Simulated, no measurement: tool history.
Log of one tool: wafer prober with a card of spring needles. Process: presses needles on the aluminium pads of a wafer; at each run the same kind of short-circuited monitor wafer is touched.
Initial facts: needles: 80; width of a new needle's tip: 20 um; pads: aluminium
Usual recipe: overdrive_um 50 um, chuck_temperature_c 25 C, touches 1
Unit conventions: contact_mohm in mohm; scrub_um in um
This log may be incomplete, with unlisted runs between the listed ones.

Run 1, day 0: usual settings. Result: contact_mohm 242 mohm, scrub_um 8.93 um.
Run 2, day 0.592: usual settings. Result: contact_mohm 240 mohm, scrub_um 8.92 um.
At day 0.762: tips cleaned on abrasive film.
Run 3, day 1.121: usual settings. Result: contact_mohm 240 mohm, scrub_um 8.91 um.
At day 1.717: tips cleaned on abrasive film.
Run 4, day 1.917: usual settings. Result: contact_mohm 244 mohm, scrub_um 8.93 um.
Run 5, day 2.258: usual settings. Result: contact_mohm 247 mohm, scrub_um 8.9 um.
At day 2.675: tips cleaned on abrasive film.
Run 6, day 2.883: usual settings but chuck_temperature_c 64 C. Result: contact_mohm 253 mohm, scrub_um 8.92 um.
Run 7, day 3.579: usual settings. Result: contact_mohm 243 mohm, scrub_um 8.88 um.
At day 3.625: tips cleaned on abrasive film.
Run 8, day 4.008: usual settings. Result: contact_mohm 242 mohm, scrub_um 8.91 um.
Run 9, day 4.504: usual settings but chuck_temperature_c 59 C. Result: contact_mohm 253 mohm, scrub_um 8.91 um.
At day 4.562: tips cleaned on abrasive film.
Run 10, day 5.283: usual settings but chuck_temperature_c 59 C. Result: contact_mohm 249 mohm, scrub_um 8.91 um.
At day 5.558: tips cleaned on abrasive film.
Run 11, day 5.804: usual settings but chuck_temperature_c 41 C. Result: contact_mohm 248 mohm, scrub_um 8.92 um.
At day 6.488: tips cleaned on abrasive film.
Run 12, day 6.508: usual settings but chuck_temperature_c 41 C. Result: contact_mohm 244 mohm, scrub_um 8.93 um.
Run 13, day 6.871: usual settings. Result: contact_mohm 244 mohm, scrub_um 8.9 um.
At day 7.417: tips cleaned on abrasive film.
Run 14, day 7.425: usual settings. Result: contact_mohm 238 mohm, scrub_um 8.91 um.
Run 15, day 8.062: usual settings but chuck_temperature_c 57 C. Result: contact_mohm 252 mohm, scrub_um 8.87 um.
At day 8.354: tips cleaned on abrasive film.
Run 16, day 8.583: usual settings. Result: contact_mohm 238 mohm, scrub_um 8.9 um.
At day 9.325: tips cleaned on abrasive film.
Run 17, day 9.329: usual settings. Result: contact_mohm 240 mohm, scrub_um 8.89 um.
Run 18, day 10.042: usual settings but overdrive_um 54 um, chuck_temperature_c 91 C, touches 2. Result: contact_mohm 256 mohm, scrub_um 9.59 um.
At day 10.275: tips cleaned on abrasive film.
Run 19, day 10.583: usual settings but chuck_temperature_c 115 C, touches 2. Result: contact_mohm 267 mohm, scrub_um 8.92 um.
Run 20, day 10.925: usual settings but chuck_temperature_c 64 C. Result: contact_mohm 254 mohm, scrub_um 8.9 um.
At day 11.254: tips cleaned on abrasive film.
Run 21, day 11.621: usual settings but overdrive_um 47 um, chuck_temperature_c 95 C. Result: contact_mohm 267 mohm, scrub_um 8.37 um.
At day 12.221: tips cleaned on abrasive film.
Run 22, day 12.221: usual settings but overdrive_um 59 um, chuck_temperature_c 55 C. Result: contact_mohm 248 mohm, scrub_um 10.48 um.
At day 12.667: height of the first contact set anew.
Run 23, day 12.812: usual settings but overdrive_um 46 um, chuck_temperature_c 89 C. Result: contact_mohm 261 mohm, scrub_um 8.18 um.
At day 13.175: tips cleaned on abrasive film.
Run 24, day 13.542: usual settings but overdrive_um 46 um, chuck_temperature_c 89 C. Result: contact_mohm 263 mohm, scrub_um 8.18 um.
Run 25, day 14.058: usual settings but overdrive_um 51 um, chuck_temperature_c 51 C. Result: contact_mohm 247 mohm, scrub_um 9.08 um.
At day 14.171: tips cleaned on abrasive film.
Run 26, day 14.504: usual settings but overdrive_um 49 um. Result: contact_mohm 241 mohm, scrub_um 8.74 um.
At day 15.104: tips cleaned on abrasive film.
Run 27, day 15.167: usual settings but overdrive_um 49 um, chuck_temperature_c 71 C. Result: contact_mohm 260 mohm, scrub_um 8.72 um.
Run 28, day 15.625: usual settings but overdrive_um 31 um, chuck_temperature_c 71 C, touches 3. Result: contact_mohm 273 mohm, scrub_um 5.54 um.
At day 16.054: tips cleaned on abrasive film.
Run 29, day 16.158: usual settings but overdrive_um 34 um. Result: contact_mohm 250 mohm, scrub_um 6.08 um.
Run 30, day 16.933: usual settings but overdrive_um 65 um, chuck_temperature_c 78 C. Result: contact_mohm 252 mohm, scrub_um 11.55 um.
At day 16.983: tips cleaned on abrasive film.
Run 31, day 17.729: usual settings but overdrive_um 68 um, chuck_temperature_c 82 C. Result: contact_mohm 248 mohm, scrub_um 12.1 um.
At day 17.917: tips cleaned on abrasive film.
Run 32, day 18.454: usual settings but overdrive_um 68 um. Result: contact_mohm 234 mohm, scrub_um 12.13 um.
At day 18.862: tips cleaned on abrasive film.
Run 33, day 19.188: usual settings but overdrive_um 60 um. Result: contact_mohm 236 mohm, scrub_um 10.65 um.
At day 19.8: tips cleaned on abrasive film.
Run 34, day 19.8: usual settings but overdrive_um 60 um. Result: contact_mohm 234 mohm, scrub_um 10.7 um.

Branching from run 34: 3 alternative next runs. What would each branch give?
Run A, day 20.142: usual settings but overdrive_um 36 um, chuck_temperature_c 63 C. Result: contact_mohm ?, scrub_um ?.
Run B, day 20.142: usual settings but overdrive_um 43 um, touches 2. Result: contact_mohm ?, scrub_um ?.
Run C, day 20.142: usual settings but overdrive_um 43 um, chuck_temperature_c 54 C, touches 3. Result: contact_mohm ?, scrub_um ?.

run  contact_mohm  scrub_um
  A           264       6.4
  B           244      7.62
  C           255      7.66
Had the tool no hidden state, the same runs would have come out as:
run  contact_mohm  scrub_um
  A           263       6.4
  B           243      7.63
  C           254      7.66
